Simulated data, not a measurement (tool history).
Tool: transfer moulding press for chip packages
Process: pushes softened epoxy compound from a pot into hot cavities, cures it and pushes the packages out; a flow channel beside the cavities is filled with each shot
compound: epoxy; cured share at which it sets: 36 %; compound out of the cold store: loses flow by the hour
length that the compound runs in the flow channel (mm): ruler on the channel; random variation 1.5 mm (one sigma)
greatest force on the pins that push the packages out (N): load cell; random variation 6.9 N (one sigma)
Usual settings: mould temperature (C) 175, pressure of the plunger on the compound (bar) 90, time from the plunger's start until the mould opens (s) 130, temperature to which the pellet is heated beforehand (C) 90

run   hour  mould temperature (C)  pressure of the plunger on the compound (bar)  time from the plunger's start until the mould opens (s)  temperature to which the pellet is heated beforehand (C)  incoming compound's hours out of the cold store  length that the compound runs in the flow channel (mm)  greatest force on the pins that push the packages out (N)
  1      0                    175                                             90                                                      130                                                        90                                             33.3                                                     904                                                        386
  2   12.7                    180                                             90                                                      130                                                        90                                               22                                                     935                                                        439
  3   20.8                    180                                             90                                                      130                                                        90                                             25.5                                                     918                                                        449
  4   33.9                    180                                             90                                                      130                                                        90                                             39.3                                                     866                                                        285
  5   41.5                    176                                             90                                                      130                                                        90                                             24.3                                                     935                                                        299
  6   56.6                    183                                             90                                                      130                                                        90                                             18.2                                                     939                                                        340
  7   64.6                    175                                          102.6                                                      130                                                        90                                               48                                                     901                                                        345
  8   71.2                    175                                          102.6                                                      130                                                        90                                             20.6                                                    1016                                                        363
  9   77.7                    175                                          102.6                                                      130                                                        90                                             23.4                                                    1003                                                        367
 10   87.1                    175                                          102.6                                                      130                                                        90                                             36.4                                                     944                                                        381
 11  102.8                    175                                          102.6                                                      130                                                        90                                             19.5                                                    1020                                                        296
 12  115.7                    175                                             90                                                      130                                                        90                                             47.3                                                     846                                                        327
 13  124.3                    175                                             90                                                      130                                                        90                                              9.2                                                     999                                                        338
 14  136.2                    175                                             90                                                      130                                                        90                                             23.7                                                     935                                                        377
 15  150.6                    175                                             90                                                      130                                                        90                                              9.3                                                     999                                                        385
 16  163.5                    173                                             90                                                      130                                                        90                                             47.7                                                     846                                                        299
 17  171.4                    173                                          107.4                                                      113                                                        97                                               16                                                    1063                                                        352
 18  182.1                    173                                          107.4                                                      113                                                        97                                               36                                                     972                                                        362
 19  196.1                    175                                             76                                                      167                                                        86                                             26.2                                                     848                                                        329
 20  203.9                    175                                             76                                                      167                                                        86                                             14.1                                                     895                                                        349
 21  218.8                    182                                           99.7                                                      121                                                        90                                             33.1                                                     920                                                        361
 22  225.3                    182                                           99.7                                                      121                                                        90                                             37.2                                                     904                                                        385
 23  235.6                    182                                           99.7                                                      121                                                        90                                             36.3                                                     909                                                        289
 24  246.2                    182                                           99.7                                                      121                                                        90                                             29.6                                                     932                                                        317
 25    260                    173                                           99.7                                                      114                                                        88                                             21.2                                                     995                                                        412
 26  274.2                    177                                           93.1                                                      169                                                        82                                             46.8                                                     867                                                        349
 27  285.9                    177                                           93.1                                                      158                                                        82                                             43.8                                                     876                                                        369
 28  299.1                    177                                           76.3                                                      158                                                        82                                             14.2                                                     905                                                        277
 29    308                    177                                           76.3                                                      158                                                        82                                             23.5                                                     865                                                        290

Taken out of this log: 7 entries between the listed runs. Where each belongs, and how the hidden state differs across it:
Between runs 1 and 2: cavities cleaned with cleaning compound and waxed (hour 6.9)
  pressure that reaches the compound, % of what is set: 98.11 -> 98.01; grip of the stained cavities, % over clean ones': 40.4 -> 67
  measured less the result without the state, length that the compound runs in the flow channel (mm): -9 -> -10; greatest force on the pins that push the packages out (N): +110 -> +175
Between runs 3 and 4: cavities cleaned with cleaning compound and waxed, once more (hour 30.7)
  pressure that reaches the compound, % of what is set: 97.92 -> 97.82; grip of the stained cavities, % over clean ones': 69.4 -> 5.6
  measured less the result without the state, length that the compound runs in the flow channel (mm): -10 -> -10; greatest force on the pins that push the packages out (N): +183 -> +15
Between runs 10 and 11: cavities cleaned with cleaning compound and waxed (hour 96.7)
  true mould temperature over the reading, C: 0.19 -> 0.2; pressure that reaches the compound, % of what is set: 97.33 -> 97.19; grip of the stained cavities, % over clean ones': 40.2 -> 8
  measured less the result without the state, length that the compound runs in the flow channel (mm): -14 -> -15; greatest force on the pins that push the packages out (N): +107 -> +21
Between runs 15 and 16: cavities cleaned with cleaning compound and waxed (hour 162.2)
  true mould temperature over the reading, C: 0.22 -> 0.23; pressure that reaches the compound, % of what is set: 96.72 -> 96.62; grip of the stained cavities, % over clean ones': 39.2 -> 2.3
  measured less the result without the state, length that the compound runs in the flow channel (mm): -17 -> -15; greatest force on the pins that push the packages out (N): +108 -> +5
Between runs 22 and 23: cavities cleaned with cleaning compound and waxed (hour 229)
  true mould temperature over the reading, C: 0.26 -> 0.27; pressure that reaches the compound, % of what is set: 96.02 -> 95.94; grip of the stained cavities, % over clean ones': 41.5 -> 7.2
  measured less the result without the state, length that the compound runs in the flow channel (mm): -20 -> -20; greatest force on the pins that push the packages out (N): +114 -> +19
Between runs 25 and 26: plunger's sealing rings changed (hour 266.3)
  true mould temperature over the reading, C: 0.28 -> 0.29; pressure that reaches the compound, % of what is set: 95.7 -> 99.57; grip of the stained cavities, % over clean ones': 24.2 -> 31.2
  measured less the result without the state, length that the compound runs in the flow channel (mm): -23 -> -3; greatest force on the pins that push the packages out (N): +76 -> +82
Between runs 27 and 28: cavities cleaned with cleaning compound and waxed (hour 297.9)
  true mould temperature over the reading, C: 0.29 -> 0.3; pressure that reaches the compound, % of what is set: 99.46 -> 99.35; grip of the stained cavities, % over clean ones': 38 -> 4.6
  measured less the result without the state, length that the compound runs in the flow channel (mm): -3 -> -4; greatest force on the pins that push the packages out (N): +101 -> +12
